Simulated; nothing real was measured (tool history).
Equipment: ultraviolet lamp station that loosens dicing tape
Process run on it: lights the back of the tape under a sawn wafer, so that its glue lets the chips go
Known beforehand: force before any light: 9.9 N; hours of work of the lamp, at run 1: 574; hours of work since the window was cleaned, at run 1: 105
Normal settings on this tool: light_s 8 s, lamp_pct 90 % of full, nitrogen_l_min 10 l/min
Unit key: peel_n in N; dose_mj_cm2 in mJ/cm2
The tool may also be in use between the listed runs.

run    hour  light_s  lamp_pct  nitrogen_l_min  hours of work of the lamp  hours of work since the window was cleaned  peel_n  dose_mj_cm2
  1     0.0        8        90              10                        574                                         105   0.964          279
  2    29.7        8        90              12                        591                                         122   0.868          277
  3    57.8        8        90              10                        607                                         138   0.998          270
  4    83.3        8        90              10                        622                                         153   0.991          271
  5   130.1        8        90              10                        649                                         180   0.983          266
  6   158.2        8        90              10                        666                                         196   1.027          268
  7   209.7        8        90              10                        695                                         226   1.060          266
  8   255.1        8        90              10                        722                                         252   1.089          266
  9   304.2        8        90              10                        750                                         281   1.069          259
 10   332.5        8        90              10                        767                                         297   1.099          260
 11   385.2        8        90              10                        797                                         328   1.142          255
 12   414.4        8        90              10                        814                                         345   1.122          260
 13   469.4        8        64              10                        846                                         377   2.092          179
      504.2  -- window cleaned of glue's vapour
 14   517.9        8        64              10                        874                                           8   2.153          177
 15   572.6        8        64              10                        906                                          40   2.164          170
 16   612.4        8        90              10                        929                                          63   1.260          240
 17   657.6        8        90              10                        955                                          89   1.279          235
 18   689.2        5        90              10                        973                                         107   2.659          146
 19   750.0        5        90              10                       1008                                         143   2.691          143
 20   806.1        6        90              10                       1041                                         175   2.191          177
 21   857.8        8        90               4                       1071                                         205   2.522          230
      868.4  -- window cleaned of glue's vapour, once more
 22   893.4       12        97              10                       1091                                          14   0.443          412
 23   938.9       12        97              10                       1118                                          41   0.419          399
 24   971.4        8        74              19                       1137                                          60   1.124          202
 25  1014.0        8        74              19                       1161                                          84   1.182          204
 26  1054.8        7        90               8                       1185                                         108   1.726          214
 27  1116.3        7        90               8                       1221                                         144   1.896          213
 28  1169.9       11        90               4                       1252                                         175   1.470          330
 29  1198.7        6        90              10                       1268                                         192   2.172          179
 30  1251.3       12        95              10                       1299                                         222   0.532          372
 31  1297.2       12        95              10                       1325                                         249   0.547          362
 32  1325.7       15        90              10                       1342                                         265   0.391          432
 33  1359.0        8        86               8                       1361                                         284   1.768          221
 34  1420.1        8        86              16                       1397                                         320   1.125          220
 35  1471.8        8        86              16                       1427                                         350   1.106          212
 36  1519.5       12        68               5                       1454                                         378   2.045          251
     1552.0  -- window cleaned of glue's vapour
 37  1562.1       12        97              10                       1479                                           6   0.522          370
 38  1601.5        8        98               3                       1502                                          29   2.757          249
 39  1659.9        8        98               3                       1535                                          63   2.832          244
 40  1713.3        7        75              10                       1566                                          94   2.477          159
 41  1763.0        7        60              10                       1595                                         122   3.302          124
 42  1797.8        7        60              10                       1615                                         143   3.447          126

Forecast each of these 3 alternatives for the next run:
  A  1846.7        7        65               5                       1644                                         171       ?            ?
  B  1846.7        6        98              10                       1644                                         171       ?            ?
  C  1846.7       13        77              15                       1644                                         171       ?            ?

run  peel_n  dose_mj_cm2
  A   4.040          134
  B   2.132          178
  C   0.622          295
With no hidden state in the tool, these same runs would have given:
run  peel_n  dose_mj_cm2
  A   2.626          201
  B   1.067          265
  C   0.289          443

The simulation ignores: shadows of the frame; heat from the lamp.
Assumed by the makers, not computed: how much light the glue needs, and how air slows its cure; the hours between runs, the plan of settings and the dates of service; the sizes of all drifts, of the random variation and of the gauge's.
